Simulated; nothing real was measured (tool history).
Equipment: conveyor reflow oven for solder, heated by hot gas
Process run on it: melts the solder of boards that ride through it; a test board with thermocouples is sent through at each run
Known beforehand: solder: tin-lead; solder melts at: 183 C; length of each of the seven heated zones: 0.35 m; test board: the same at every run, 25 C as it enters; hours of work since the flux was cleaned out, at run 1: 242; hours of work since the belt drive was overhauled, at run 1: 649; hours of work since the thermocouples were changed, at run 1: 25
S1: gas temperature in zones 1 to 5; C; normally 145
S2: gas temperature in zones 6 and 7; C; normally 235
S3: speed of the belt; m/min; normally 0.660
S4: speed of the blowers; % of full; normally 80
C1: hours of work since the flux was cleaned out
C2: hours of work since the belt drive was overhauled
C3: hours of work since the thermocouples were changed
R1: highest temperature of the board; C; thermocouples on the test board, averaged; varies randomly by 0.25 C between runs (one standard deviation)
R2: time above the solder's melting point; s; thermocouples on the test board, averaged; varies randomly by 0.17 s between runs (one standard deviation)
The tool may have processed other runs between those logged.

run,hour,S1,S2,S3,S4,C1,C2,C3,R1,R2
1,0.0,145,235,0.660,80,242,649,25,213.3,47.4
2,39.7,141,235,0.660,80,274,681,57,212.3,44.9
3,98.3,141,235,0.660,80,320,727,103,212.6,44.5
# hour 151.1: belt drive overhauled, speed set with a stopwatch
4,155.9,141,235,0.660,80,363,4,146,211.3,42.9
5,210.2,145,235,0.660,54,406,47,189,204.1,36.4
# hour 221.4: flux residue cleaned out of gas plates and filters
6,257.1,145,235,0.660,54,28,80,222,205.5,38.0
7,289.6,145,235,0.660,54,54,106,248,205.7,38.1
8,350.2,145,235,0.660,54,102,154,296,205.5,37.9
9,423.9,145,235,0.667,80,161,213,355,212.3,44.8
10,472.7,145,235,0.667,80,200,251,393,211.9,44.7
11,538.1,145,225,0.607,78,252,303,445,206.3,44.9
12,581.5,145,235,0.548,80,286,338,480,217.7,60.6
13,660.2,146,235,0.548,68,349,400,542,215.2,58.3
14,698.6,148,246,0.602,53,379,431,573,216.2,53.1
# hour 741.6: flux residue cleaned out of gas plates and filters
15,778.1,155,246,0.676,53,29,490,632,215.9,48.9
16,810.0,148,240,0.611,88,54,515,657,221.6,58.0
# hour 834.7: thermocouples of zones 6 and 7 changed
17,874.3,148,240,0.611,88,104,565,31,223.5,58.8

For run 18, what comes out?
18,915.8,148,240,0.611,88,137,598,64,?,?

{"run 18": {"R1": 222.8, "R2": 58.8}}
If the tool had no hidden condition, the same run with the same run-to-run variation would have returned R1 223.2 C, R2 58.3 s.
